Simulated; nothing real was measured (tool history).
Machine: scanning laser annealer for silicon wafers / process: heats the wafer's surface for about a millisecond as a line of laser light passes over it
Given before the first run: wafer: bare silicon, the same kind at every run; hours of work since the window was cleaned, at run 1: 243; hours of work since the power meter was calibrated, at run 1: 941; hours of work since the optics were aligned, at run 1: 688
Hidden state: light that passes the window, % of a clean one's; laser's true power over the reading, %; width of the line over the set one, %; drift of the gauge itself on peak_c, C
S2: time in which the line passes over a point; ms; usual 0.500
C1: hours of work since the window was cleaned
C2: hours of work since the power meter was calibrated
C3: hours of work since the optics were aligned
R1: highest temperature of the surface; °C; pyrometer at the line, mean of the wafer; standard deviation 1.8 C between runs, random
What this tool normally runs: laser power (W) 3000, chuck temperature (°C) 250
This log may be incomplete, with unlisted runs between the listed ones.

{"run": 1, "hour": 0.0, "laser power (W)": 3000, "S2": 0.5, "chuck temperature (°C)": 250, "C1": 243, "C2": 941, "C3": 688, "R1": 1037}
{"run": 2, "hour": 35.3, "laser power (W)": 3000, "S2": 0.5, "chuck temperature (°C)": 250, "C1": 266, "C2": 965, "C3": 712, "R1": 1033}
{"run": 3, "hour": 89.1, "laser power (W)": 3000, "S2": 0.5, "chuck temperature (°C)": 224, "C1": 302, "C2": 1000, "C3": 747, "R1": 1006}
{"hour": 118.6, "done": "optics aligned, line set to its width"}
{"run": 4, "hour": 136.9, "laser power (W)": 3000, "S2": 0.5, "chuck temperature (°C)": 224, "C1": 330, "C2": 1028, "C3": 12, "R1": 1011}
{"run": 5, "hour": 182.0, "laser power (W)": 2721, "S2": 0.5, "chuck temperature (°C)": 250, "C1": 360, "C2": 1058, "C3": 42, "R1": 960}
{"run": 6, "hour": 224.4, "laser power (W)": 2721, "S2": 0.5, "chuck temperature (°C)": 250, "C1": 388, "C2": 1086, "C3": 70, "R1": 961}
{"run": 7, "hour": 263.0, "laser power (W)": 2721, "S2": 0.5, "chuck temperature (°C)": 250, "C1": 413, "C2": 1112, "C3": 95, "R1": 957}
{"hour": 297.7, "done": "window over the wafer cleaned"}
{"run": 8, "hour": 323.1, "laser power (W)": 2721, "S2": 0.5, "chuck temperature (°C)": 250, "C1": 17, "C2": 1150, "C3": 134, "R1": 941}
{"run": 9, "hour": 347.0, "laser power (W)": 3000, "S2": 0.5, "chuck temperature (°C)": 250, "C1": 33, "C2": 1166, "C3": 150, "R1": 1012}
{"run": 10, "hour": 386.4, "laser power (W)": 3000, "S2": 0.5, "chuck temperature (°C)": 250, "C1": 59, "C2": 1192, "C3": 176, "R1": 1009}
{"run": 11, "hour": 432.6, "laser power (W)": 3000, "S2": 0.5, "chuck temperature (°C)": 250, "C1": 89, "C2": 1223, "C3": 206, "R1": 1005}
{"run": 12, "hour": 477.0, "laser power (W)": 3000, "S2": 0.5, "chuck temperature (°C)": 250, "C1": 119, "C2": 1252, "C3": 236, "R1": 1005}
{"hour": 513.6, "done": "window over the wafer cleaned, once more"}
{"run": 13, "hour": 515.8, "laser power (W)": 3000, "S2": 0.5, "chuck temperature (°C)": 250, "C1": 1, "C2": 1276, "C3": 260, "R1": 1065}
{"run": 14, "hour": 545.0, "laser power (W)": 3000, "S2": 0.5, "chuck temperature (°C)": 241, "C1": 21, "C2": 1296, "C3": 279, "R1": 1052}
{"run": 15, "hour": 573.6, "laser power (W)": 3000, "S2": 0.5, "chuck temperature (°C)": 241, "C1": 40, "C2": 1315, "C3": 298, "R1": 1052}
{"run": 16, "hour": 598.2, "laser power (W)": 3000, "S2": 0.5, "chuck temperature (°C)": 241, "C1": 56, "C2": 1331, "C3": 314, "R1": 1048}
{"run": 17, "hour": 631.6, "laser power (W)": 3000, "S2": 0.5, "chuck temperature (°C)": 241, "C1": 78, "C2": 1353, "C3": 337, "R1": 1049}
{"run": 18, "hour": 671.5, "laser power (W)": 3000, "S2": 0.5, "chuck temperature (°C)": 250, "C1": 104, "C2": 1379, "C3": 363, "R1": 1053}
{"run": 19, "hour": 720.3, "laser power (W)": 3000, "S2": 0.5, "chuck temperature (°C)": 250, "C1": 137, "C2": 1412, "C3": 395, "R1": 1053}
{"run": 20, "hour": 748.8, "laser power (W)": 3000, "S2": 0.5, "chuck temperature (°C)": 250, "C1": 156, "C2": 1430, "C3": 414, "R1": 1049}
{"run": 21, "hour": 801.3, "laser power (W)": 3000, "S2": 0.5, "chuck temperature (°C)": 250, "C1": 190, "C2": 1465, "C3": 449, "R1": 1048}
{"run": 22, "hour": 855.6, "laser power (W)": 3000, "S2": 0.5, "chuck temperature (°C)": 250, "C1": 226, "C2": 1501, "C3": 485, "R1": 1043}
{"run": 23, "hour": 914.8, "laser power (W)": 3000, "S2": 0.5, "chuck temperature (°C)": 250, "C1": 265, "C2": 1540, "C3": 524, "R1": 1043}
{"run": 24, "hour": 970.1, "laser power (W)": 3000, "S2": 0.388, "chuck temperature (°C)": 250, "C1": 302, "C2": 1577, "C3": 560, "R1": 938}
{"run": 25, "hour": 1016.4, "laser power (W)": 3000, "S2": 0.388, "chuck temperature (°C)": 250, "C1": 332, "C2": 1607, "C3": 591, "R1": 932}
{"run": 26, "hour": 1043.0, "laser power (W)": 2904, "S2": 0.388, "chuck temperature (°C)": 250, "C1": 350, "C2": 1625, "C3": 609, "R1": 912}
{"run": 27, "hour": 1084.8, "laser power (W)": 2620, "S2": 0.388, "chuck temperature (°C)": 229, "C1": 378, "C2": 1652, "C3": 636, "R1": 823}
{"run": 28, "hour": 1131.1, "laser power (W)": 2559, "S2": 0.388, "chuck temperature (°C)": 229, "C1": 408, "C2": 1683, "C3": 667, "R1": 810}
{"run": 29, "hour": 1162.9, "laser power (W)": 2559, "S2": 0.441, "chuck temperature (°C)": 238, "C1": 429, "C2": 1704, "C3": 688, "R1": 859}
{"hour": 1171.9, "done": "window over the wafer cleaned"}
{"run": 30, "hour": 1193.0, "laser power (W)": 2559, "S2": 0.609, "chuck temperature (°C)": 238, "C1": 14, "C2": 1723, "C3": 706, "R1": 1008}
{"run": 31, "hour": 1245.1, "laser power (W)": 2917, "S2": 0.587, "chuck temperature (°C)": 246, "C1": 48, "C2": 1757, "C3": 741, "R1": 1100}
{"hour": 1285.9, "done": "optics aligned, line set to its width"}
{"run": 32, "hour": 1301.1, "laser power (W)": 3139, "S2": 0.449, "chuck temperature (°C)": 250, "C1": 82, "C2": 1791, "C3": 10, "R1": 1048}
{"run": 33, "hour": 1353.9, "laser power (W)": 3139, "S2": 0.449, "chuck temperature (°C)": 250, "C1": 117, "C2": 1826, "C3": 45, "R1": 1046}
{"run": 34, "hour": 1383.8, "laser power (W)": 3000, "S2": 0.414, "chuck temperature (°C)": 257, "C1": 137, "C2": 1846, "C3": 65, "R1": 982}
{"run": 35, "hour": 1436.5, "laser power (W)": 2894, "S2": 0.555, "chuck temperature (°C)": 241, "C1": 172, "C2": 1880, "C3": 100, "R1": 1057}
{"run": 36, "hour": 1489.3, "laser power (W)": 2894, "S2": 0.555, "chuck temperature (°C)": 241, "C1": 207, "C2": 1915, "C3": 135, "R1": 1059}
{"run": 37, "hour": 1521.1, "laser power (W)": 2894, "S2": 0.363, "chuck temperature (°C)": 218, "C1": 228, "C2": 1936, "C3": 156, "R1": 864}
{"run": 38, "hour": 1570.8, "laser power (W)": 2967, "S2": 0.532, "chuck temperature (°C)": 231, "C1": 260, "C2": 1969, "C3": 188, "R1": 1046}
{"run": 39, "hour": 1629.9, "laser power (W)": 3273, "S2": 0.451, "chuck temperature (°C)": 250, "C1": 300, "C2": 2008, "C3": 227, "R1": 1062}
{"run": 40, "hour": 1668.1, "laser power (W)": 3228, "S2": 0.388, "chuck temperature (°C)": 218, "C1": 325, "C2": 2033, "C3": 253, "R1": 956}

Each row is a separate what-if for the run after 40, all from the same tool condition, not one after another. Results?
{"run": "A", "hour": 1719.2, "laser power (W)": 2841, "S2": 0.376, "chuck temperature (°C)": 218, "C1": 359, "C2": 2067, "C3": 287, "R1": "?"}
{"run": "B", "hour": 1719.2, "laser power (W)": 2873, "S2": 0.5, "chuck temperature (°C)": 266, "C1": 359, "C2": 2067, "C3": 287, "R1": "?"}
{"run": "C", "hour": 1719.2, "laser power (W)": 3228, "S2": 0.388, "chuck temperature (°C)": 237, "C1": 359, "C2": 2067, "C3": 287, "R1": "?"}
{"run": "D", "hour": 1719.2, "laser power (W)": 3000, "S2": 0.597, "chuck temperature (°C)": 265, "C1": 359, "C2": 2067, "C3": 287, "R1": "?"}

run=A R1=853
run=B R1=1020
run=C R1=973
run=D R1=1131
The same runs, with their run-to-run variation unchanged, on a tool lacking any hidden condition would have given:
run=A R1=874
run=B R1=1045
run=C R1=997
run=D R1=1160

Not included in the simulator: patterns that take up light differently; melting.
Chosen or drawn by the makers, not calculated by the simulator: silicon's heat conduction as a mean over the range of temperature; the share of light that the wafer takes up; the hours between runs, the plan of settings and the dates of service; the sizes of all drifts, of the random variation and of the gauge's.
